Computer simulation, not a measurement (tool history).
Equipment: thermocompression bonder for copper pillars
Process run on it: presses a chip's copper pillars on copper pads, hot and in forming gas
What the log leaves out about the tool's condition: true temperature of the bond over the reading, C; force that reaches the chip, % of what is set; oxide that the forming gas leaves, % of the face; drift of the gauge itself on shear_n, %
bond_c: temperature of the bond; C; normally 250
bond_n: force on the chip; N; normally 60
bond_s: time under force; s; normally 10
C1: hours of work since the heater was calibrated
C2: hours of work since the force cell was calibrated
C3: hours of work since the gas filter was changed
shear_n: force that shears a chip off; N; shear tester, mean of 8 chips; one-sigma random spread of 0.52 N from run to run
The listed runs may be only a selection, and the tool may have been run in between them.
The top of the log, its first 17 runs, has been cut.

{"run": 18, "hour": 112.0, "bond_c": 250, "bond_n": 60, "bond_s": 10, "C1": 194, "C2": 201, "C3": 6, "shear_n": 68.1}
{"run": 19, "hour": 122.3, "bond_c": 250, "bond_n": 60, "bond_s": 10, "C1": 201, "C2": 208, "C3": 13, "shear_n": 69.0}
{"run": 20, "hour": 127.6, "bond_c": 250, "bond_n": 60, "bond_s": 10, "C1": 205, "C2": 212, "C3": 17, "shear_n": 68.1}
{"run": 21, "hour": 133.3, "bond_c": 250, "bond_n": 51, "bond_s": 9, "C1": 209, "C2": 215, "C3": 21, "shear_n": 57.0}
{"run": 22, "hour": 141.8, "bond_c": 265, "bond_n": 51, "bond_s": 16, "C1": 214, "C2": 221, "C3": 27, "shear_n": 84.3}
{"run": 23, "hour": 146.5, "bond_c": 265, "bond_n": 48, "bond_s": 16, "C1": 218, "C2": 225, "C3": 30, "shear_n": 81.0}
{"run": 24, "hour": 154.6, "bond_c": 265, "bond_n": 48, "bond_s": 16, "C1": 223, "C2": 230, "C3": 35, "shear_n": 80.2}
{"run": 25, "hour": 160.4, "bond_c": 250, "bond_n": 72, "bond_s": 10, "C1": 227, "C2": 234, "C3": 39, "shear_n": 81.1}
{"run": 26, "hour": 169.9, "bond_c": 224, "bond_n": 62, "bond_s": 29, "C1": 234, "C2": 241, "C3": 46, "shear_n": 66.9}
{"run": 27, "hour": 180.2, "bond_c": 223, "bond_n": 39, "bond_s": 29, "C1": 241, "C2": 248, "C3": 53, "shear_n": 40.3}
{"run": 28, "hour": 187.9, "bond_c": 223, "bond_n": 39, "bond_s": 29, "C1": 246, "C2": 253, "C3": 58, "shear_n": 41.1}
{"run": 29, "hour": 194.8, "bond_c": 250, "bond_n": 60, "bond_s": 6, "C1": 251, "C2": 258, "C3": 63, "shear_n": 57.4}
{"run": 30, "hour": 204.5, "bond_c": 271, "bond_n": 60, "bond_s": 17, "C1": 258, "C2": 265, "C3": 70, "shear_n": 103.7}
{"run": 31, "hour": 211.8, "bond_c": 271, "bond_n": 60, "bond_s": 17, "C1": 263, "C2": 270, "C3": 75, "shear_n": 102.6}
{"run": 32, "hour": 217.0, "bond_c": 250, "bond_n": 56, "bond_s": 21, "C1": 266, "C2": 273, "C3": 78, "shear_n": 82.3}

What will run 33 give?
{"run": 33, "hour": 224.8, "bond_c": 257, "bond_n": 41, "bond_s": 21, "C1": 272, "C2": 279, "C3": 84, "shear_n": "?"}

Run 33 measured shear_n 68.3 N.
Take away the tool's hidden state, keep the run-to-run variation as it was, and the same run would have given shear_n 68.4 N.
